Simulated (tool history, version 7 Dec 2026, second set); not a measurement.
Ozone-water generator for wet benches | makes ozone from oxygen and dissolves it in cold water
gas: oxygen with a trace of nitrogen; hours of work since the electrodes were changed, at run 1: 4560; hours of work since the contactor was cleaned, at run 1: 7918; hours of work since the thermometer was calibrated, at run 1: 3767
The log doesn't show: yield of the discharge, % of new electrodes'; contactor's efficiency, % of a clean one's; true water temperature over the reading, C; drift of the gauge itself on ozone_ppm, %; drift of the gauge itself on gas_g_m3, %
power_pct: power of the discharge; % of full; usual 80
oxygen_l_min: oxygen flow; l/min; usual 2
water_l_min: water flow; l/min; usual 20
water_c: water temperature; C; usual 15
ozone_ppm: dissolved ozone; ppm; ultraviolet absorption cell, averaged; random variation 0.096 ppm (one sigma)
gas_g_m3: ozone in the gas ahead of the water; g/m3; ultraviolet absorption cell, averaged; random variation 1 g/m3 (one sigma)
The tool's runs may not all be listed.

run,hour,power_pct,oxygen_l_min,water_l_min,water_c,hours of work since the electrodes were changed,hours of work since the contactor was cleaned,hours of work since the thermometer was calibrated,ozone_ppm,gas_g_m3
1,0,80,2,20,15,4560,7918,3767,8.13,181.8
2,65.8,80,2,20,15,4620,7979,3827,8.3,180.8
3,197.3,80,2,20,15,4741,8100,3948,8.34,180
# hour 241.4: contactor cleaned
4,349,80,1.58,20,15,4877,99,4084,7.95,209.2
# hour 376.5: water thermometer calibrated
5,490.7,80,2,20,15,5006,229,105,8.25,181.8
6,572.2,80,2,20,15,5081,303,180,8.25,181.1
7,720.4,80,2,20,15,5217,440,316,8.44,181.7
8,805.2,80,2,20,15,5295,518,394,8.28,180.8
9,942.5,80,2,18,15,5422,644,520,9.46,180.7
10,1015,80,2,20,15,5488,710,587,8.37,180.8
11,1119.3,80,2,20,15,5584,806,683,8.25,180.4
12,1232.5,80,3.37,20,15,5688,910,787,8.85,131.2
13,1304.4,80,3.37,20,15,5754,976,853,8.82,131
14,1366.2,64,2.13,13,8,5811,1033,910,12.21,149.2
15,1499.5,75,1.27,21,22,5933,1156,1032,6.49,227.1
16,1619,40,1.15,13,15,6043,1265,1142,7.48,157
17,1754.1,45,2,25,11,6167,1390,1266,4.34,123.1
18,1893.2,45,2,25,11,6295,1517,1394,4.45,121.1
19,2029,73,2,14,15,6420,1642,1519,11.38,168.7
20,2116.1,73,2,14,15,6500,1722,1599,11.42,168.7
21,2217,80,1.5,20,15,6593,1815,1691,7.71,215.1

The next listed run, before its measurement:
22,2283.6,80,1.5,23,14,6654,1876,1753,?,?

{"run 22": {"ozone_ppm": 6.66, "gas_g_m3": 216.3}}
Without the tool's hidden state the same run would have given ozone_ppm 6.67 ppm, gas_g_m3 216.5 g/m3.

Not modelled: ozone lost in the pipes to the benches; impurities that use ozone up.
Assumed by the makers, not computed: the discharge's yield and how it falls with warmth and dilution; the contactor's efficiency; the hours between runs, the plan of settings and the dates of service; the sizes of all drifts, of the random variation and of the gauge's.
